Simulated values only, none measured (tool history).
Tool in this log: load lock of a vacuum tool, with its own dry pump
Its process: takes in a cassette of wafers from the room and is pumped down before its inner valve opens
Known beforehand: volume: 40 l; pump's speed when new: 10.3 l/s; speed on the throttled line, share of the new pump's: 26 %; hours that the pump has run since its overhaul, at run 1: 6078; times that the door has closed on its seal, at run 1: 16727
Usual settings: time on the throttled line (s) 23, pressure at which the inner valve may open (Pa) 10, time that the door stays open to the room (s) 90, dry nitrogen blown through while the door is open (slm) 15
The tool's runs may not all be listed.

run    hour  time on the throttled line (s)  pressure at which the inner valve may open (Pa)  time that the door stays open to the room (s)  dry nitrogen blown through while the door is open (slm)  hours that the pump has run since its overhaul  times that the door has closed on its seal  incoming humidity of the room's air, %  time from the closed door until the inner valve may open (s)  rise of the pressure with all valves shut (Pa/min)
  1       0                              23                                               10                                             90                                                       15                                            6078                                       16727                                    44.3                                                          56.1                                               0.062
  2   219.3                              23                                               10                                             90                                                       15                                            6298                                       17074                                    45.3                                                          56.5                                               0.072
  3   502.4                              23                                               10                                             90                                                       15                                            6581                                       17522                                    45.4                                                          56.7                                               0.065
  4   677.7                              23                                               10                                             90                                                       15                                            6756                                       17799                                    45.5                                                          56.9                                               0.068
  5   943.6                              23                                               10                                             90                                                       15                                            7022                                       18219                                    43.1                                                          57.9                                                0.07
  6  1074.1                              23                                               10                                             90                                                       15                                            7152                                       18426                                    45.1                                                          56.6                                               0.074
  7  1264.1                              23                                               10                                             90                                                       15                                            7342                                       18726                                    44.9                                                          57.2                                               0.078
  8  1411.1                              23                                               10                                             44                                                       15                                            7489                                       18958                                    44.2                                                            57                                               0.063
  9    1631                              23                                               10                                             44                                                       15                                            7709                                       19306                                    45.6                                                          57.6                                               0.065
 10  1948.8                              23                                               10                                             36                                                       15                                            8027                                       19809                                    47.5                                                          57.9                                               0.071
 11  2112.7                              23                                               10                                             36                                                       15                                            8191                                       20068                                    44.8                                                          57.7                                               0.067
 12  2272.5                              23                                               10                                             36                                                       15                                            8351                                       20320                                    43.4                                                          57.2                                               0.064
 13  2439.9                              23                                               10                                             36                                                       15                                            8518                                       20585                                    44.5                                                          58.3                                               0.072
 14    2679                              23                                               10                                             90                                                       15                                            8757                                       20963                                    44.7                                                          58.4                                               0.081
 15  2995.6                              21                                               10                                             90                                                       15                                            9074                                       21464                                    44.8                                                          57.7                                               0.079
 16    3163                              23                                               10                                             90                                                       17                                            9241                                       21728                                    47.4                                                          57.5                                               0.083
 17  3439.6                              23                                               10                                             90                                                       17                                            9518                                       22166                                    46.4                                                          59.1                                               0.077
     3493.9  -- dry pump taken out, an overhauled one fitted
 18  3660.5                              23                                               10                                             90                                                       40                                             167                                       22505                                    46.6                                                          52.8                                               0.071
 19  3897.4                              23                                               10                                             90                                                       40                                             403                                       22880                                    48.3                                                          53.1                                               0.072
 20  4197.2                              23                                               10                                             90                                                       15                                             703                                       23354                                    46.7                                                          53.2                                                0.09
 21  4335.2                              26                                               10                                             90                                                       13                                             841                                       23572                                      46                                                          56.2                                               0.088
 22  4560.8                              23                                               10                                             68                                                       15                                            1067                                       23929                                    44.6                                                          53.5                                               0.079
 23  4772.5                              25                                               10                                             90                                                        4                                            1279                                       24263                                    43.7                                                          55.1                                               0.094
 24  5038.5                              25                                               10                                             90                                                        4                                            1545                                       24684                                    43.2                                                          55.2                                               0.091
 25  5194.9                              25                                                8                                             90                                                        4                                            1701                                       24931                                    42.9                                                          55.8                                               0.092
 26    5442                              23                                               10                                             29                                                       15                                            1948                                       25322                                    49.3                                                          54.4                                               0.084
 27  5663.6                              23                                               10                                             29                                                       15                                            2170                                       25672                                      44                                                          54.4                                               0.074
 28  5873.6                              23                                               10                                             29                                                       15                                            2380                                       26004                                    45.6                                                          54.4                                               0.079
 29  6126.3                              23                                               10                                             29                                                       15                                            2632                                       26404                                    44.7                                                          53.9                                                0.08
 30  6426.2                              23                                               10                                            138                                                       10                                            2932                                       26878                                    45.2                                                          54.4                                               0.104
 31  6578.5                              23                                               10                                            138                                                       26                                            3085                                       27119                                      43                                                          54.1                                               0.087
 32    6875                              23                                               17                                             69                                                        7                                            3381                                       27588                                    48.7                                                          52.9                                               0.105
 33  7183.7                              19                                                9                                             69                                                       41                                            3690                                       28076                                      42                                                          53.2                                               0.083
 34  7378.4                              19                                                9                                             69                                                       41                                            3884                                       28384                                    46.1                                                          52.7                                               0.086
 35  7675.1                              19                                               19                                             69                                                       41                                            4181                                       28853                                    42.2                                                          50.3                                               0.077
 36  7888.6                              19                                               19                                             69                                                       41                                            4395                                       29190                                    44.1                                                          50.4                                               0.083
 37  8176.2                              19                                               19                                             69                                                       41                                            4682                                       29645                                    37.5                                                            50                                                0.08

4 ways to go on from here, each from the tool as it stands after run 37. What would each give?
  A  8398.2                              19                                               16                                             69                                                       36                                            4904                                       29996                                    46.3                                                             ?                                                   ?
  B  8398.2                              23                                                9                                            100                                                       18                                            4904                                       29996                                    44.4                                                             ?                                                   ?
  C  8398.2                              27                                               19                                            189                                                       39                                            4904                                       29996                                    43.8                                                             ?                                                   ?
  D  8398.2                              19                                               19                                             40                                                        8                                            4904                                       29996                                    45.4                                                             ?                                                   ?

run  time from the closed door until the inner valve may open (s)  rise of the pressure with all valves shut (Pa/min)
  A                                                          50.3                                               0.089
  B                                                          56.1                                                 0.1
  C                                                          55.5                                               0.093
  D                                                          50.2                                               0.102
With no hidden state in the tool, these same runs would have given:
run  time from the closed door until the inner valve may open (s)  rise of the pressure with all valves shut (Pa/min)
  A                                                            48                                               0.029
  B                                                          53.6                                               0.039
  C                                                          53.3                                               0.033
  D                                                          47.9                                               0.044
